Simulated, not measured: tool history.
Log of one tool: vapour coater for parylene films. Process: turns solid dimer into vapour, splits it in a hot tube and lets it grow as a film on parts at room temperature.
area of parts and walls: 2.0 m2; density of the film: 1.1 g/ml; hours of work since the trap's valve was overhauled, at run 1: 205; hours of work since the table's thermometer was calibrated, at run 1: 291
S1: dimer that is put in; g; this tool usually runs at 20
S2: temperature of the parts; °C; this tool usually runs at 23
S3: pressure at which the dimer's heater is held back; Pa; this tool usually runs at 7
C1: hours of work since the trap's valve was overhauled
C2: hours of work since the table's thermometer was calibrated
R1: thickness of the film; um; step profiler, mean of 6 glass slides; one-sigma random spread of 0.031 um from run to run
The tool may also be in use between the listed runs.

run 1 hour=0 | S1=20 S2=23 S3=7 | C1=205 C2=291 | R1=5.09
run 2 hour=17.3 | S1=20 S2=23 S3=7 | C1=216 C2=301 | R1=5.05
-- hour=30.1 trap's valve overhauled
run 3 hour=36.1 | S1=20 S2=23 S3=7 | C1=4 C2=310 | R1=5.06
run 4 hour=47.8 | S1=13 S2=23 S3=7 | C1=11 C2=317 | R1=3.3
run 5 hour=58.5 | S1=13 S2=23 S3=7 | C1=17 C2=324 | R1=3.27
run 6 hour=67.4 | S1=20 S2=23 S3=7 | C1=23 C2=329 | R1=5.04
run 7 hour=76.7 | S1=20 S2=23 S3=7 | C1=28 C2=335 | R1=5
run 8 hour=87.1 | S1=11 S2=23 S3=7 | C1=35 C2=341 | R1=2.78
run 9 hour=101.6 | S1=11 S2=23 S3=7 | C1=44 C2=350 | R1=2.78
run 10 hour=115.4 | S1=11 S2=30 S3=2.55 | C1=52 C2=358 | R1=2.21
run 11 hour=129.1 | S1=21 S2=24 S3=7 | C1=60 C2=367 | R1=5.14
run 12 hour=141 | S1=12 S2=27 S3=10.62 | C1=67 C2=374 | R1=2.53
run 13 hour=149.2 | S1=25 S2=19 S3=2.85 | C1=72 C2=379 | R1=7.83
run 14 hour=157.3 | S1=25 S2=19 S3=2.85 | C1=77 C2=384 | R1=7.87
run 15 hour=168.1 | S1=20 S2=16 S3=2.24 | C1=84 C2=390 | R1=7.22

Below are 3 alternative next runs, each starting from the tool's condition after run 15. Predict each:
run A hour=176.8 | S1=10 S2=33 S3=8.79 | C1=89 C2=396 | R1=?
run B hour=176.8 | S1=22 S2=20 S3=2.34 | C1=89 C2=396 | R1=?
run C hour=176.8 | S1=13 S2=23 S3=2.43 | C1=89 C2=396 | R1=?

run=A R1=1.69
run=B R1=6.78
run=C R1=3.51
Without the tool's hidden state the same runs would have given:
run=A R1=1.7
run=B R1=6.79
run=C R1=3.52
